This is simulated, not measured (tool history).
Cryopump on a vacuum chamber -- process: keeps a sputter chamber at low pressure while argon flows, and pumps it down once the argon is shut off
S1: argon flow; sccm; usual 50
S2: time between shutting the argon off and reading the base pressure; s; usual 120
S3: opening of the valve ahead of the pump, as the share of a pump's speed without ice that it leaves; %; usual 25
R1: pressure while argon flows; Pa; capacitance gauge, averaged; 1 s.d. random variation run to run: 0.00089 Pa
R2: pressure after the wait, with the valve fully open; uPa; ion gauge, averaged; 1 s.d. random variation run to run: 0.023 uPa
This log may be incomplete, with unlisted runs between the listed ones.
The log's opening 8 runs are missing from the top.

run     day  S1   S2  S3      R1    R2
  9  19.696  50  120  30  0.1565  0.93
 10  21.071  50   78  25  0.1889  1.30
 11  22.471  50   32  25  0.1904  2.61
 12  24.571  50   32  25  0.1892  2.67
 13  26.229  24  120  25  0.0920  1.06
 14  28.467  50  120  53  0.0973  1.06
 15  30.504  50   26  53  0.0990  3.25
 16  32.858  50   26  53  0.1010  3.24
 17  35.508  50   26  53  0.1021  3.39
 18  37.125  94   41  58  0.1824  2.42
     38.783  -- pump warmed up, emptied and cooled again
 19  40.292  94   41  58  0.1526  2.24
 20  41.808  94   41  58  0.1544  2.26
 21  43.600  67   61  17  0.3658  1.73
 22  46.658  94  298  58  0.1597  0.80
 23  48.971  94  298  58  0.1623  0.87
 24  51.175  90   80  25  0.3447  1.54
 25  53.392  90   80  25  0.3517  1.60
 26  55.042  28   93  26  0.1044  1.50
 27  57.125  28   93  26  0.1050  1.53
 28  60.283  50  120  43  0.1213  1.41
 29  62.258  90  120  25  0.3626  1.51
 30  63.800  33  120  25  0.1336  1.54
     64.242  -- pump warmed up, emptied and cooled again
 31  65.329  21   80  56  0.0356  1.55
 32  68.038  22  145  59  0.0358  1.27
 33  70.233  36  145  17  0.1975  1.28

Below are 3 alternative next runs, each starting from the tool's condition after run 33. Predict each:
  A  72.588  37  120  25   ?   ?
  B  72.588  73  262  22   ?   ?
  C  72.588  66  145  53   ?   ?

run      R1    R2
  A  0.1415  1.47
  B  0.3140  1.08
  C  0.1214  1.34
The same runs, with their run-to-run variation unchanged, on a tool lacking any hidden condition would have given:
run      R1    R2
  A  0.1364  0.80
  B  0.3041  0.42
  C  0.1126  0.68

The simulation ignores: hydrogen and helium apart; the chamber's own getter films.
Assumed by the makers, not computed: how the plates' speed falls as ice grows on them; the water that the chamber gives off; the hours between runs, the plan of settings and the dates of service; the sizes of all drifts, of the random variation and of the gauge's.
